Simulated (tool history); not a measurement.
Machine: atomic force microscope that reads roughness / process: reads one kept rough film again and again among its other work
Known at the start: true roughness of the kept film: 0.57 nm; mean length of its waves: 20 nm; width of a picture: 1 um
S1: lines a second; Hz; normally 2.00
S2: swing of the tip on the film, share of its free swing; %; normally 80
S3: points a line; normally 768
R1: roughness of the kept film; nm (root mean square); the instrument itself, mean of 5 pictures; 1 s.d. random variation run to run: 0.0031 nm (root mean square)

run,hour,S1,S2,S3,R1
1,0.0,2.00,80,768,0.462
2,7.2,2.00,80,933,0.468
3,13.4,2.00,80,768,0.461
4,21.5,2.00,80,768,0.463
5,31.0,2.00,80,768,0.461
6,40.0,2.00,80,768,0.450
7,52.8,2.00,80,768,0.450
# hour 56.1: new tip fitted
8,60.2,2.00,80,768,0.469
9,73.3,2.00,80,768,0.460
10,80.7,1.70,80,768,0.472
11,91.7,1.70,80,768,0.472
# hour 93.4: height scale calibrated on a step standard
12,104.9,1.70,80,768,0.459
13,112.6,0.97,80,768,0.488
# hour 114.5: new tip fitted
14,120.1,1.04,58,624,0.539
15,133.2,1.04,58,624,0.531
16,139.2,1.11,84,517,0.478
# hour 148.3: height scale calibrated on a step standard, once more
17,148.9,2.66,80,768,0.433
18,159.6,2.92,80,816,0.421

Estimate the outcome of run 19 from the log above:
19,170.8,0.52,62,828,?

Run 19 produced R1 0.524 nm (root mean square).
Were there no unlogged condition in the tool, this run, its random variation unchanged, would have produced R1 0.544 nm (root mean square).
